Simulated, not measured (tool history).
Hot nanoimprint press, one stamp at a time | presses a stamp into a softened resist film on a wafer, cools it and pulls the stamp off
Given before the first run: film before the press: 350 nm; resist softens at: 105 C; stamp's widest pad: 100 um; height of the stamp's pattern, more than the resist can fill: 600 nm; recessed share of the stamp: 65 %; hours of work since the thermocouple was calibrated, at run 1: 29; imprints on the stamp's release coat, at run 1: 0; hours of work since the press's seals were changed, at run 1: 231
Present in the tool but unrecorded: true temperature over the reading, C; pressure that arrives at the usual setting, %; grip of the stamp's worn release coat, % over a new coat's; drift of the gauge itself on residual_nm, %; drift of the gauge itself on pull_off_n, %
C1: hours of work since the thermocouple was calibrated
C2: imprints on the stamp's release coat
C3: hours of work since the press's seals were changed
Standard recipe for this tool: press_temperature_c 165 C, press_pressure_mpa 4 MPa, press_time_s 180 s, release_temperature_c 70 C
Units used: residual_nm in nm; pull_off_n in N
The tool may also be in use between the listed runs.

run 1 hour=0.0 | press_temperature_c=165 press_pressure_mpa=4 press_time_s=180 release_temperature_c=70 | C1=29 C2=0 C3=231 | residual_nm=202.5 pull_off_n=235
run 2 hour=12.0 | press_temperature_c=165 press_pressure_mpa=4 press_time_s=180 release_temperature_c=70 | C1=36 C2=50 C3=238 | residual_nm=204.0 pull_off_n=239
run 3 hour=18.9 | press_temperature_c=165 press_pressure_mpa=4 press_time_s=180 release_temperature_c=70 | C1=41 C2=80 C3=242 | residual_nm=204.0 pull_off_n=233
run 4 hour=31.8 | press_temperature_c=165 press_pressure_mpa=4 press_time_s=180 release_temperature_c=70 | C1=48 C2=134 C3=250 | residual_nm=203.8 pull_off_n=238
run 5 hour=39.3 | press_temperature_c=156 press_pressure_mpa=4 press_time_s=180 release_temperature_c=70 | C1=53 C2=166 C3=254 | residual_nm=269.0 pull_off_n=236
run 6 hour=50.7 | press_temperature_c=156 press_pressure_mpa=4 press_time_s=180 release_temperature_c=70 | C1=60 C2=214 C3=261 | residual_nm=274.2 pull_off_n=236
run 7 hour=60.5 | press_temperature_c=156 press_pressure_mpa=4 press_time_s=180 release_temperature_c=70 | C1=66 C2=256 C3=267 | residual_nm=272.0 pull_off_n=235
run 8 hour=68.6 | press_temperature_c=156 press_pressure_mpa=4 press_time_s=180 release_temperature_c=70 | C1=71 C2=290 C3=272 | residual_nm=272.8 pull_off_n=240

For run 9, what comes out?
run 9 hour=78.1 | press_temperature_c=156 press_pressure_mpa=4 press_time_s=180 release_temperature_c=70 | C1=76 C2=330 C3=278 | residual_nm=? pull_off_n=?

Run 9 gave residual_nm 273.7 nm, pull_off_n 236 N.
With the hidden condition absent and the run-to-run variation left alone, this run would have shown residual_nm 273.5 nm, pull_off_n 236 N.
